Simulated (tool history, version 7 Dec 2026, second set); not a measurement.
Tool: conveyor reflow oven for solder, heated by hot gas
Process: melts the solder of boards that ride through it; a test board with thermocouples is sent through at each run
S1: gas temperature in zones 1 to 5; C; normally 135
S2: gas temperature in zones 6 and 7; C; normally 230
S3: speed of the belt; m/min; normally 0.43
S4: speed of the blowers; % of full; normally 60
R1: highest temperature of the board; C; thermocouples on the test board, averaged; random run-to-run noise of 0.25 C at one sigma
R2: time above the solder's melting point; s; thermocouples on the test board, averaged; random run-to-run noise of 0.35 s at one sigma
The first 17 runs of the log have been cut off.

run	hour	S1	S2	S3	S4	R1	R2
18	137.5	127	232	0.502	85	218.1	68.5
19	147.7	127	232	0.456	85	220.6	79.6
20	157.8	127	232	0.379	85	224.5	102.5
21	166.6	127	232	0.379	85	224.6	102.2
22	177.4	127	222	0.398	85	214.1	86.3
23	184.8	132	244	0.37	53	229.6	109.5
24	189.5	135	230	0.421	56	214.5	81.3
25	195.2	135	230	0.421	56	214.7	81.3
26	205.2	135	230	0.421	56	214.6	82
27	213.3	125	230	0.421	71	217.6	82.2
28	222.7	123	230	0.482	71	212.9	64.6
# hour 231.8: flux residue cleaned out of gas plates and filters
29	234.2	127	241	0.454	55	220.1	76.9
30	241.3	149	230	0.403	56	218.4	98.3
31	251.1	122	241	0.358	53	227	106.1

Here are 3 independent what-if runs from the current tool condition. What would each one return?
A	256	125	235	0.342	60	?	?
B	256	138	241	0.358	83	?	?
C	256	126	235	0.358	87	?	?

run	R1	R2
A	225	110.4
B	235	121.5
C	229.5	112.3
Stripped of hidden state, with their random variation kept, the same runs would have yielded:
run	R1	R2
A	225	110.3
B	235	121.5
C	229.4	112.2

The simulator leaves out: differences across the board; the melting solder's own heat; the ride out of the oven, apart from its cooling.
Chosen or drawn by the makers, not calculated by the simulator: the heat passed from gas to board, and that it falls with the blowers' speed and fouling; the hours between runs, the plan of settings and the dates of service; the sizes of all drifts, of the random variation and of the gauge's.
